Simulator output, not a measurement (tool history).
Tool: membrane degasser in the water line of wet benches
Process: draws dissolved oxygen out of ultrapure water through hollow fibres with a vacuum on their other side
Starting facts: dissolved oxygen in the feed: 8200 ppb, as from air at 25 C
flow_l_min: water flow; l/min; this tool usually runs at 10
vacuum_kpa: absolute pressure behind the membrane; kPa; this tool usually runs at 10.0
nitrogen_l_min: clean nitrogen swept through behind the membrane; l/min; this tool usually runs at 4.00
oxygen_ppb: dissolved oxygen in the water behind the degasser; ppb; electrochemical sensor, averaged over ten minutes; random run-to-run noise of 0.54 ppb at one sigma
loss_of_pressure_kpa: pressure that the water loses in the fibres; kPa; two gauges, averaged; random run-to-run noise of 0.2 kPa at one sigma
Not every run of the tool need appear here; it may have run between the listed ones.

{"run": 1, "day": 0.0, "flow_l_min": 10, "vacuum_kpa": 10.0, "nitrogen_l_min": 4.0, "oxygen_ppb": 48.6, "loss_of_pressure_kpa": 41.57}
{"run": 2, "day": 3.104, "flow_l_min": 10, "vacuum_kpa": 10.0, "nitrogen_l_min": 4.0, "oxygen_ppb": 47.5, "loss_of_pressure_kpa": 41.83}
{"run": 3, "day": 7.021, "flow_l_min": 10, "vacuum_kpa": 10.0, "nitrogen_l_min": 4.0, "oxygen_ppb": 47.6, "loss_of_pressure_kpa": 42.03}
{"run": 4, "day": 11.075, "flow_l_min": 10, "vacuum_kpa": 10.0, "nitrogen_l_min": 4.0, "oxygen_ppb": 47.5, "loss_of_pressure_kpa": 42.02}
{"run": 5, "day": 15.879, "flow_l_min": 10, "vacuum_kpa": 10.0, "nitrogen_l_min": 4.0, "oxygen_ppb": 47.8, "loss_of_pressure_kpa": 41.94}
{"run": 6, "day": 20.358, "flow_l_min": 10, "vacuum_kpa": 10.0, "nitrogen_l_min": 4.0, "oxygen_ppb": 48.1, "loss_of_pressure_kpa": 41.77}
{"run": 7, "day": 24.096, "flow_l_min": 7, "vacuum_kpa": 10.0, "nitrogen_l_min": 4.0, "oxygen_ppb": 31.8, "loss_of_pressure_kpa": 29.54}
{"run": 8, "day": 28.525, "flow_l_min": 13, "vacuum_kpa": 10.0, "nitrogen_l_min": 4.0, "oxygen_ppb": 71.5, "loss_of_pressure_kpa": 54.47}
{"run": 9, "day": 33.183, "flow_l_min": 13, "vacuum_kpa": 10.0, "nitrogen_l_min": 4.0, "oxygen_ppb": 71.4, "loss_of_pressure_kpa": 54.41}
{"run": 10, "day": 35.567, "flow_l_min": 13, "vacuum_kpa": 10.0, "nitrogen_l_min": 4.0, "oxygen_ppb": 72.4, "loss_of_pressure_kpa": 54.47}
{"run": 11, "day": 39.554, "flow_l_min": 10, "vacuum_kpa": 10.0, "nitrogen_l_min": 4.0, "oxygen_ppb": 48.8, "loss_of_pressure_kpa": 41.69}
{"run": 12, "day": 44.629, "flow_l_min": 10, "vacuum_kpa": 10.0, "nitrogen_l_min": 4.0, "oxygen_ppb": 47.4, "loss_of_pressure_kpa": 42.06}
{"run": 13, "day": 48.883, "flow_l_min": 9, "vacuum_kpa": 10.8, "nitrogen_l_min": 4.0, "oxygen_ppb": 47.1, "loss_of_pressure_kpa": 37.87}
{"run": 14, "day": 53.125, "flow_l_min": 9, "vacuum_kpa": 10.8, "nitrogen_l_min": 4.0, "oxygen_ppb": 46.0, "loss_of_pressure_kpa": 37.78}
{"run": 15, "day": 56.129, "flow_l_min": 9, "vacuum_kpa": 10.8, "nitrogen_l_min": 3.1, "oxygen_ppb": 58.9, "loss_of_pressure_kpa": 37.53}
{"run": 16, "day": 60.383, "flow_l_min": 9, "vacuum_kpa": 10.8, "nitrogen_l_min": 3.1, "oxygen_ppb": 59.4, "loss_of_pressure_kpa": 37.83}
{"run": 17, "day": 65.575, "flow_l_min": 9, "vacuum_kpa": 14.5, "nitrogen_l_min": 8.31, "oxygen_ppb": 34.3, "loss_of_pressure_kpa": 37.85}
{"run": 18, "day": 70.525, "flow_l_min": 9, "vacuum_kpa": 10.0, "nitrogen_l_min": 11.98, "oxygen_ppb": 15.8, "loss_of_pressure_kpa": 37.95}
{"run": 19, "day": 75.317, "flow_l_min": 9, "vacuum_kpa": 10.0, "nitrogen_l_min": 11.98, "oxygen_ppb": 15.7, "loss_of_pressure_kpa": 37.92}
{"run": 20, "day": 79.696, "flow_l_min": 8, "vacuum_kpa": 6.8, "nitrogen_l_min": 7.36, "oxygen_ppb": 11.6, "loss_of_pressure_kpa": 33.59}
{"run": 21, "day": 82.708, "flow_l_min": 7, "vacuum_kpa": 10.0, "nitrogen_l_min": 2.35, "oxygen_ppb": 55.0, "loss_of_pressure_kpa": 29.41}

Run 22 comes next. What will it give?
{"run": 22, "day": 85.717, "flow_l_min": 12, "vacuum_kpa": 19.4, "nitrogen_l_min": 4.0, "oxygen_ppb": "?", "loss_of_pressure_kpa": "?"}

{"run 22": {"oxygen_ppb": 135.0, "loss_of_pressure_kpa": 50.82}}
Take away the tool's hidden state, keep the run-to-run variation as it was, and the same run would have given oxygen_ppb 127.3 ppb, loss_of_pressure_kpa 50.04 kPa.

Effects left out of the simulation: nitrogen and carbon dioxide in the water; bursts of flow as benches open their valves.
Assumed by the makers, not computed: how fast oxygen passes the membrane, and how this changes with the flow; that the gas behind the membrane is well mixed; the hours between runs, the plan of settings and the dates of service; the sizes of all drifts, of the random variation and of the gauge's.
